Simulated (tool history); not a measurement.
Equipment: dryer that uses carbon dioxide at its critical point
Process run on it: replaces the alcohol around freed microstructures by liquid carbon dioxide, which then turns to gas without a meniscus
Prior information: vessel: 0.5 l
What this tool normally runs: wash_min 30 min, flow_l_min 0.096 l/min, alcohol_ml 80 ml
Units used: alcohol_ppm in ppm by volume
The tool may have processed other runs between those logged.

run,day,wash_min,flow_l_min,alcohol_ml,alcohol_ppm
1,0,30,0.096,80,1488
2,0.804,30,0.096,39,743
3,1.312,30,0.096,80,1530
4,2.108,30,0.096,80,1523
5,2.567,30,0.096,80,1586
6,3.429,30,0.096,80,1576
7,4.179,30,0.096,80,1562
8,4.858,44,0.096,80,243
9,5.442,44,0.096,80,258
10,6.146,44,0.096,80,259
11,6.738,44,0.096,80,258
12,7.279,44,0.096,80,260
13,7.967,30,0.096,80,1706
14,8.654,30,0.096,80,1723
15,9.542,30,0.0714,21,1504
16,10.008,30,0.1238,36,278
17,10.804,30,0.1238,36,296
18,11.554,30,0.1238,36,291
19,11.95,30,0.1238,36,300
20,12.35,30,0.1238,36,304
21,13.221,30,0.1238,36,311
22,13.908,31,0.1419,78,275
23,14.625,39,0.102,44,263
24,15.042,35,0.109,65,435
25,15.55,25,0.0614,94,17827
26,16.392,22,0.096,27,2187
27,16.775,22,0.096,27,2174

Below are 4 alternative next runs, each starting from the tool's condition after run 27. Predict each:
A,17.279,22,0.096,41,?
B,17.279,30,0.096,27,?
C,17.279,23,0.1428,75,?
D,17.279,24,0.096,23,?

run,alcohol_ppm
A,3263
B,727
C,1105
D,1401
Take away the tool's hidden state, keep each run's random variation, and the runs would have read:
run,alcohol_ppm
A,1927
B,323
C,475
D,761
